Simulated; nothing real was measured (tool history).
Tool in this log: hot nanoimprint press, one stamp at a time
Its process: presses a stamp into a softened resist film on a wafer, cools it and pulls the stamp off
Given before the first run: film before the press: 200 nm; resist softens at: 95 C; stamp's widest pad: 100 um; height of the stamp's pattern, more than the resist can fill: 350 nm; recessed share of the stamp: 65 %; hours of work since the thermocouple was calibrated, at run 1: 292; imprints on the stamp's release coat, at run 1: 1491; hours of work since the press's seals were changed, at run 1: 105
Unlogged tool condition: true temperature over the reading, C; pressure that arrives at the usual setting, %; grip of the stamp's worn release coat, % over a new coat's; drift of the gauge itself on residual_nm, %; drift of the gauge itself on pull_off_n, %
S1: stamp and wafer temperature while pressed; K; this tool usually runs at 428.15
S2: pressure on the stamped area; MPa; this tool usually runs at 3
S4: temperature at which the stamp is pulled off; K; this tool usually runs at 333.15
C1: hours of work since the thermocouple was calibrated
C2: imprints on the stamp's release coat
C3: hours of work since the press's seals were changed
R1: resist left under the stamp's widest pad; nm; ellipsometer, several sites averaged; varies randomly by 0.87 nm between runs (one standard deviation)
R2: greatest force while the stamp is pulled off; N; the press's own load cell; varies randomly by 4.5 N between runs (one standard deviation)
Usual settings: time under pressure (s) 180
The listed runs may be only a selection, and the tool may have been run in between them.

run 1 hour=0 | S1=428.15 S2=3 time_under_pressure_(s)=180 S4=333.15 | C1=292 C2=1491 C3=105 | R1=124.8 R2=332
run 2 hour=8.3 | S1=428.15 S2=3 time_under_pressure_(s)=180 S4=333.15 | C1=296 C2=1513 C3=109 | R1=123.6 R2=325
run 3 hour=15.5 | S1=428.15 S2=3 time_under_pressure_(s)=180 S4=333.15 | C1=301 C2=1532 C3=114 | R1=123.3 R2=334
run 4 hour=22.5 | S1=428.15 S2=3 time_under_pressure_(s)=180 S4=333.15 | C1=305 C2=1551 C3=118 | R1=123.9 R2=328
run 5 hour=27.8 | S1=428.15 S2=4.01 time_under_pressure_(s)=180 S4=333.15 | C1=308 C2=1565 C3=121 | R1=111.2 R2=330
run 6 hour=34 | S1=428.15 S2=4.01 time_under_pressure_(s)=180 S4=333.15 | C1=311 C2=1581 C3=124 | R1=110.9 R2=335
run 7 hour=45.2 | S1=428.15 S2=4.01 time_under_pressure_(s)=180 S4=333.15 | C1=318 C2=1611 C3=131 | R1=109.2 R2=341
run 8 hour=54.7 | S1=428.15 S2=1.95 time_under_pressure_(s)=180 S4=333.15 | C1=323 C2=1636 C3=136 | R1=141.6 R2=349
run 9 hour=66.2 | S1=428.15 S2=1.95 time_under_pressure_(s)=180 S4=333.15 | C1=330 C2=1666 C3=143 | R1=144.6 R2=343
-- hour=69.9 plate thermocouple calibrated
run 10 hour=77.9 | S1=428.15 S2=1.95 time_under_pressure_(s)=180 S4=333.15 | C1=5 C2=1690 C3=148 | R1=145.1 R2=353
run 11 hour=88.2 | S1=428.15 S2=1.95 time_under_pressure_(s)=180 S4=333.15 | C1=11 C2=1717 C3=154 | R1=144.2 R2=337
run 12 hour=94.5 | S1=428.15 S2=1.95 time_under_pressure_(s)=180 S4=334.15 | C1=14 C2=1734 C3=158 | R1=144.7 R2=348
run 13 hour=99.4 | S1=428.15 S2=1.96 time_under_pressure_(s)=103 S4=333.15 | C1=17 C2=1747 C3=161 | R1=161.4 R2=346
-- hour=105.4 plate thermocouple calibrated, once more
run 14 hour=113.4 | S1=428.15 S2=3.91 time_under_pressure_(s)=180 S4=333.15 | C1=5 C2=1776 C3=167 | R1=106 R2=339
run 15 hour=123.5 | S1=425.15 S2=3.43 time_under_pressure_(s)=180 S4=323.15 | C1=11 C2=1802 C3=173 | R1=129.9 R2=423

Here are 3 independent what-if runs from the current tool condition. What would each one return?
run A hour=133.8 | S1=432.15 S2=2.95 time_under_pressure_(s)=277 S4=323.15 | C1=17 C2=1830 C3=179 | R1=? R2=?
run B hour=133.8 | S1=425.15 S2=4.35 time_under_pressure_(s)=180 S4=323.15 | C1=17 C2=1830 C3=179 | R1=? R2=?
run C hour=133.8 | S1=425.15 S2=4.24 time_under_pressure_(s)=329 S4=328.15 | C1=17 C2=1830 C3=179 | R1=? R2=?

run=A R1=85.3 R2=443
run=B R1=119.6 R2=438
run=C R1=98.8 R2=382
Had the tool no hidden state, the same runs would have come out as:
run=A R1=85.6 R2=281
run=B R1=119.7 R2=278
run=C R1=98.9 R2=243
